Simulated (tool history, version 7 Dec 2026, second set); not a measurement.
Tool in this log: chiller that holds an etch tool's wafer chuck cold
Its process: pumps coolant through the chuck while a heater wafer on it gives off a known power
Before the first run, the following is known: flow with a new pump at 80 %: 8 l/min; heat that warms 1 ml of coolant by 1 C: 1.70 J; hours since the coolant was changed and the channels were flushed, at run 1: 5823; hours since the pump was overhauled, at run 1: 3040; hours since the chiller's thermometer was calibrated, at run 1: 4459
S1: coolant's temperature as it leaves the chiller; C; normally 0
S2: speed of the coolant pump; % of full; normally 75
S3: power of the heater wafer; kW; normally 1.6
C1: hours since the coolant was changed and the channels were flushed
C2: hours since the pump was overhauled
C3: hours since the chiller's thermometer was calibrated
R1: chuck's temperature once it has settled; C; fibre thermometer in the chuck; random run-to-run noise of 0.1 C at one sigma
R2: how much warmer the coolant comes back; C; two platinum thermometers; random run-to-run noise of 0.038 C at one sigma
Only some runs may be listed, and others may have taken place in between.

{"run": 1, "hour": 0.0, "S1": 0, "S2": 75, "S3": 1.6, "C1": 5823, "C2": 3040, "C3": 4459, "R1": 15.4, "R2": 7.59}
{"run": 2, "hour": 83.0, "S1": 0, "S2": 75, "S3": 1.846, "C1": 5906, "C2": 3123, "C3": 4542, "R1": 18, "R2": 8.74}
{"run": 3, "hour": 178.8, "S1": 0, "S2": 93, "S3": 1.6, "C1": 6002, "C2": 3219, "C3": 4637, "R1": 13, "R2": 6.1}
{"run": 4, "hour": 243.5, "S1": 0, "S2": 93, "S3": 1.6, "C1": 6067, "C2": 3284, "C3": 4702, "R1": 12.8, "R2": 6.12}
{"hour": 281.3, "done": "chiller's thermometer calibrated"}
{"run": 5, "hour": 341.5, "S1": 0, "S2": 75, "S3": 1.6, "C1": 6164, "C2": 3381, "C3": 60, "R1": 15.7, "R2": 7.66}
{"run": 6, "hour": 445.1, "S1": 0, "S2": 75, "S3": 1.6, "C1": 6267, "C2": 3484, "C3": 164, "R1": 15.6, "R2": 7.65}
{"run": 7, "hour": 553.7, "S1": 0, "S2": 75, "S3": 1.6, "C1": 6376, "C2": 3593, "C3": 272, "R1": 15.7, "R2": 7.65}
{"run": 8, "hour": 634.0, "S1": 0, "S2": 75, "S3": 1.6, "C1": 6456, "C2": 3673, "C3": 353, "R1": 15.6, "R2": 7.65}
{"run": 9, "hour": 680.5, "S1": 0, "S2": 75, "S3": 1.6, "C1": 6503, "C2": 3720, "C3": 399, "R1": 15.6, "R2": 7.71}
{"run": 10, "hour": 789.4, "S1": 0, "S2": 75, "S3": 1.6, "C1": 6612, "C2": 3829, "C3": 508, "R1": 15.6, "R2": 7.83}
{"run": 11, "hour": 862.8, "S1": 0, "S2": 75, "S3": 1.6, "C1": 6685, "C2": 3902, "C3": 582, "R1": 15.7, "R2": 7.71}
{"run": 12, "hour": 940.8, "S1": 0, "S2": 75, "S3": 1.998, "C1": 6763, "C2": 3980, "C3": 660, "R1": 19.7, "R2": 9.64}
{"run": 13, "hour": 1010.2, "S1": 0, "S2": 75, "S3": 1.998, "C1": 6833, "C2": 4049, "C3": 729, "R1": 19.6, "R2": 9.62}
{"run": 14, "hour": 1123.2, "S1": 0, "S2": 75, "S3": 1.998, "C1": 6946, "C2": 4162, "C3": 842, "R1": 19.7, "R2": 9.71}
{"run": 15, "hour": 1209.2, "S1": 0, "S2": 85, "S3": 1.6, "C1": 7032, "C2": 4248, "C3": 928, "R1": 13.9, "R2": 6.85}
{"run": 16, "hour": 1258.2, "S1": 0, "S2": 75, "S3": 0.919, "C1": 7081, "C2": 4297, "C3": 977, "R1": 9, "R2": 4.62}
{"run": 17, "hour": 1339.7, "S1": -1, "S2": 97, "S3": 1.046, "C1": 7162, "C2": 4379, "C3": 1058, "R1": 6.9, "R2": 4.06}
{"run": 18, "hour": 1436.0, "S1": -1, "S2": 97, "S3": 1.046, "C1": 7258, "C2": 4475, "C3": 1155, "R1": 7.3, "R2": 4.01}
{"run": 19, "hour": 1529.2, "S1": -1, "S2": 97, "S3": 1.046, "C1": 7351, "C2": 4568, "C3": 1248, "R1": 7.1, "R2": 4.08}
{"run": 20, "hour": 1628.0, "S1": -5, "S2": 73, "S3": 1.6, "C1": 7450, "C2": 4667, "C3": 1347, "R1": 11.2, "R2": 8.09}
{"run": 21, "hour": 1705.4, "S1": -3, "S2": 72, "S3": 1.6, "C1": 7528, "C2": 4745, "C3": 1424, "R1": 13.3, "R2": 8.15}
{"run": 22, "hour": 1763.4, "S1": 6, "S2": 75, "S3": 0.812, "C1": 7586, "C2": 4803, "C3": 1482, "R1": 14, "R2": 4.19}
{"run": 23, "hour": 1876.4, "S1": 5, "S2": 75, "S3": 0.812, "C1": 7699, "C2": 4916, "C3": 1595, "R1": 12.9, "R2": 4.2}
{"run": 24, "hour": 1930.3, "S1": -6, "S2": 75, "S3": 0.964, "C1": 7753, "C2": 4969, "C3": 1649, "R1": 3.4, "R2": 4.85}
{"run": 25, "hour": 2019.7, "S1": 0, "S2": 63, "S3": 0.973, "C1": 7842, "C2": 5059, "C3": 1738, "R1": 11.1, "R2": 5.8}
{"run": 26, "hour": 2134.4, "S1": 0, "S2": 63, "S3": 0.973, "C1": 7957, "C2": 5174, "C3": 1853, "R1": 11.3, "R2": 5.83}
{"run": 27, "hour": 2218.0, "S1": 0, "S2": 63, "S3": 0.973, "C1": 8040, "C2": 5257, "C3": 1937, "R1": 11, "R2": 5.89}
{"run": 28, "hour": 2283.1, "S1": -9, "S2": 82, "S3": 1.192, "C1": 8105, "C2": 5322, "C3": 2002, "R1": 1.7, "R2": 5.55}
{"hour": 2337.4, "done": "coolant changed, channels flushed"}
{"run": 29, "hour": 2346.9, "S1": -5, "S2": 82, "S3": 2.098, "C1": 10, "C2": 5380, "C3": 2060, "R1": 13.9, "R2": 9.42}
{"run": 30, "hour": 2403.4, "S1": -10, "S2": 70, "S3": 1.115, "C1": 66, "C2": 5437, "C3": 2116, "R1": 1.7, "R2": 6.07}
{"run": 31, "hour": 2483.9, "S1": -10, "S2": 70, "S3": 1.115, "C1": 147, "C2": 5517, "C3": 2197, "R1": 1.6, "R2": 6.07}
{"hour": 2553.6, "done": "gauge calibrated"}
{"run": 32, "hour": 2582.7, "S1": -10, "S2": 70, "S3": 1.115, "C1": 245, "C2": 5616, "C3": 2295, "R1": 1.8, "R2": 5.62}

Branching from run 32: 3 alternative next runs. What would each branch give?
{"run": "A", "hour": 2640.0, "S1": 0, "S2": 67, "S3": 1.6, "C1": 303, "C2": 5673, "C3": 2353, "R1": "?", "R2": "?"}
{"run": "B", "hour": 2640.0, "S1": -10, "S2": 70, "S3": 2.363, "C1": 303, "C2": 5673, "C3": 2353, "R1": "?", "R2": "?"}
{"run": "C", "hour": 2640.0, "S1": 0, "S2": 89, "S3": 1.591, "C1": 303, "C2": 5673, "C3": 2353, "R1": "?", "R2": "?"}

run=A R1=17.5 R2=8.52
run=B R1=14.5 R2=12.05
run=C R1=13.3 R2=6.35
Without the tool's hidden state the same runs would have given:
run=A R1=17.4 R2=8.5
run=B R1=14.5 R2=12.02
run=C R1=13.3 R2=6.33

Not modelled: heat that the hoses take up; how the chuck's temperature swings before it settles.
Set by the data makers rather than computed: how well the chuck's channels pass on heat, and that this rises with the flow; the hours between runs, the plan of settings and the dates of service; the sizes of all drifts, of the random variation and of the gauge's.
